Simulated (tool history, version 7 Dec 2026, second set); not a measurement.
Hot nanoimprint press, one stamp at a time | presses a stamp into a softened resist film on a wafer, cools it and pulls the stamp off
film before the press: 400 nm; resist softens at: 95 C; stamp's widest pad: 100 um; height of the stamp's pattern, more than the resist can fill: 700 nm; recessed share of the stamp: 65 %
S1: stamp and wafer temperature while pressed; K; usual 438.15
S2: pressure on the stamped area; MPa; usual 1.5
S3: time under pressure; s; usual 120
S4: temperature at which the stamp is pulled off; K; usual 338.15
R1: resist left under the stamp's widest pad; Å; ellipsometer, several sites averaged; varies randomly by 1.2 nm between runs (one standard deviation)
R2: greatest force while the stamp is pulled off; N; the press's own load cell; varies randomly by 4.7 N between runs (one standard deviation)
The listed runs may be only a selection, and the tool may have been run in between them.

run   hour      S1   S2   S3      S4    R1   R2
  1    0.0  438.15  1.5  120  338.15  1795  278
  2   16.8  438.15  1.5  120  338.15  1791  276
  3   33.9  438.15  1.5  120  338.15  1785  283
  4   47.7  438.15  1.5  106  338.15  1852  274
  5   65.8  438.15  1.5  106  338.15  1853  291
  6   76.8  438.15  1.5  106  338.15  1849  284
  7   93.2  438.15  1.5  106  338.15  1853  302
  8  111.8  438.15  1.5  106  338.15  1855  306
  9  124.9  438.15  1.5  106  338.15  1863  303
 10  142.7  438.15  1.5  106  338.15  1852  317
 11  156.4  438.15  1.5  106  338.15  1849  316
 12  169.4  438.15  1.5  106  338.15  1844  336
 13  187.6  447.15  1.5  106  338.15  1253  338
 14  195.6  447.15  1.5  106  338.15  1263  328
 15  210.4  447.15  1.5  106  338.15  1277  331
 16  226.1  447.15  1.5  106  338.15  1261  353
 17  244.2  445.15  1.5   61  338.15  1662  352

Run 18 comes next. What will it give?
     248.3  -- plate thermocouple calibrated
 18  255.8  437.15  1.5  167  338.15   ?   ?

Run 18 came out at R1 1581 Å, R2 335 N.
If the tool had no hidden condition, the same run with the same run-to-run variation would have returned R1 1723 Å, R2 216 N.
